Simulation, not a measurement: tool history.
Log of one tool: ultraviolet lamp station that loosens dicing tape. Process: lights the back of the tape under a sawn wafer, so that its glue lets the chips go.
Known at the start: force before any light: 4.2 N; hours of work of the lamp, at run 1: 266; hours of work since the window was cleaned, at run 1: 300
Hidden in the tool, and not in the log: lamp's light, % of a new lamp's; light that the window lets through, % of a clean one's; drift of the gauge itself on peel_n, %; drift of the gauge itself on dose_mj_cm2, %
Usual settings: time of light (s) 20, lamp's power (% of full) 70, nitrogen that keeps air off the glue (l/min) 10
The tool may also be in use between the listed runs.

run	hour	time of light (s)	lamp's power (% of full)	nitrogen that keeps air off the glue (l/min)	hours of work of the lamp	hours of work since the window was cleaned	force that peels the tape off (N)	light that reached the tape (mJ/cm²)
1	0	20	70	10	266	300	0.711	403
2	22.1	20	70	10	275	310	0.688	402
3	43	20	70	10	285	319	0.716	401
4	58.4	20	70	10	292	326	0.699	398
5	72.5	20	70	3	298	332	1.137	396
6	91.4	20	70	10	306	340	0.726	400
7	106.2	20	70	10	313	347	0.746	392
8	130.1	20	70	10	324	358	0.713	396
9	146.4	20	70	10	331	365	0.754	394
10	160.8	32	89	10	337	371	0.263	802
11	185	32	89	10	348	382	0.257	785
12	203.8	20	76	10	357	391	0.663	423
13	220.6	23	83	5	364	398	0.657	522

4 ways to go on from here, each from the tool as it stands after run 13. What would each give?
# hour 231.4: window cleaned of glue's vapour
A	246.4	14	83	5	375	7	?	?
# hour 231.4: window cleaned of glue's vapour
B	246.4	24	76	10	375	7	?	?
# hour 231.4: window cleaned of glue's vapour
C	246.4	30	70	10	375	7	?	?
# hour 231.4: window cleaned of glue's vapour
D	246.4	38	86	8	375	7	?	?

run	force that peels the tape off (N)	light that reached the tape (mJ/cm²)
A	1.115	352
B	0.42	553
C	0.355	636
D	0.219	1004
Without the tool's hidden state the same runs would have given:
run	force that peels the tape off (N)	light that reached the tape (mJ/cm²)
A	0.972	393
B	0.356	617
C	0.307	709
D	0.205	1119
